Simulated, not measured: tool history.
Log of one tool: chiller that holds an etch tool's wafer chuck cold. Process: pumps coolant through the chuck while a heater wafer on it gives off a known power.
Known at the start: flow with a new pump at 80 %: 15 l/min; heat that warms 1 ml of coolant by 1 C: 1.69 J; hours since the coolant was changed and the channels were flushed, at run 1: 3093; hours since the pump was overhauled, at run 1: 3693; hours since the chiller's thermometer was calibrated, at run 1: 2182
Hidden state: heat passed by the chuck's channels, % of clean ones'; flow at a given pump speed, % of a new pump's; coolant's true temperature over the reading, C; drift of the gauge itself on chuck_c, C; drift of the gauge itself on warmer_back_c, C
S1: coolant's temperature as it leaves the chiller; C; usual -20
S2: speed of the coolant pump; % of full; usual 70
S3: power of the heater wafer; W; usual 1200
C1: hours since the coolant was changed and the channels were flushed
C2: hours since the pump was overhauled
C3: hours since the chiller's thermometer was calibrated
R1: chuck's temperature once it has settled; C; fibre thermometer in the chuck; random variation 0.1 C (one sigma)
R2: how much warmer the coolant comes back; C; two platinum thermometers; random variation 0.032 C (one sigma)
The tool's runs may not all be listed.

run 1 hour=0 | S1=-20 S2=70 S3=1200 | C1=3093 C2=3693 C3=2182 | R1=-9.5 R2=3.51
run 2 hour=79.7 | S1=-20 S2=70 S3=1200 | C1=3172 C2=3773 C3=2261 | R1=-9.7 R2=3.44
run 3 hour=172.4 | S1=-20 S2=70 S3=1200 | C1=3265 C2=3866 C3=2354 | R1=-9.6 R2=3.47
run 4 hour=272.5 | S1=-20 S2=70 S3=1200 | C1=3365 C2=3966 C3=2454 | R1=-9.5 R2=3.45
run 5 hour=359.5 | S1=-20 S2=70 S3=970 | C1=3452 C2=4053 C3=2541 | R1=-11.5 R2=2.81
run 6 hour=402.8 | S1=-20 S2=70 S3=1200 | C1=3496 C2=4096 C3=2584 | R1=-9.6 R2=3.44
run 7 hour=463.6 | S1=-20 S2=70 S3=1200 | C1=3556 C2=4157 C3=2645 | R1=-9.7 R2=3.48
run 8 hour=521.6 | S1=-20 S2=70 S3=1200 | C1=3614 C2=4215 C3=2703 | R1=-9.7 R2=3.46
run 9 hour=568 | S1=-11 S2=70 S3=1200 | C1=3661 C2=4261 C3=2750 | R1=-0.7 R2=3.53
run 10 hour=635.3 | S1=-20 S2=70 S3=1200 | C1=3728 C2=4329 C3=2817 | R1=-9.7 R2=3.49
run 11 hour=690.6 | S1=-20 S2=99 S3=1200 | C1=3783 C2=4384 C3=2872 | R1=-12.7 R2=2.44
run 12 hour=777.8 | S1=-28 S2=89 S3=733 | C1=3871 C2=4471 C3=2959 | R1=-23 R2=1.61
run 13 hour=855.8 | S1=-28 S2=89 S3=733 | C1=3949 C2=4549 C3=3037 | R1=-23 R2=1.68
-- hour=866.3 coolant pump overhauled
run 14 hour=917.3 | S1=-20 S2=85 S3=760 | C1=4005 C2=51 C3=3094 | R1=-14.5 R2=1.95
run 15 hour=984.1 | S1=-20 S2=85 S3=760 | C1=4072 C2=118 C3=3161 | R1=-14.5 R2=1.87
run 16 hour=1085.3 | S1=-20 S2=85 S3=760 | C1=4173 C2=219 C3=3262 | R1=-14.4 R2=1.9
run 17 hour=1171.6 | S1=-11 S2=65 S3=1187 | C1=4259 C2=305 C3=3348 | R1=0.7 R2=3.87
run 18 hour=1215 | S1=-14 S2=64 S3=1493 | C1=4303 C2=349 C3=3392 | R1=0.8 R2=5.02
run 19 hour=1257.5 | S1=-26 S2=65 S3=950 | C1=4345 C2=391 C3=3434 | R1=-16.8 R2=3.18
-- hour=1299 coolant pump overhauled, once more
run 20 hour=1359.1 | S1=-14 S2=73 S3=950 | C1=4442 C2=60 C3=3531 | R1=-6.6 R2=2.4
run 21 hour=1421.1 | S1=-14 S2=92 S3=1062 | C1=4504 C2=122 C3=3593 | R1=-7.3 R2=2.13

Hidden state at the last listed run before each entry between runs and at the first one after, where it differs:
Between runs 13 and 14: coolant pump overhauled (hour 866.3)
  heat passed by the chuck's channels, % of clean ones': 94.1 -> 94; flow at a given pump speed, % of a new pump's: 92.9 -> 88.8; coolant's true temperature over the reading, C: -0.4 -> -0.41
  measured less the result without the state, R1: +0.2 -> +0.5 C; R2: +0.12 -> +0.21 C
Between runs 19 and 20: coolant pump overhauled, once more (hour 1299)
  heat passed by the chuck's channels, % of clean ones': 93.5 -> 93.4; flow at a given pump speed, % of a new pump's: 88.3 -> 99.7; coolant's true temperature over the reading, C: -0.45 -> -0.46
  measured less the result without the state, R1: +1 -> +0 C; R2: +0.37 -> +0 C
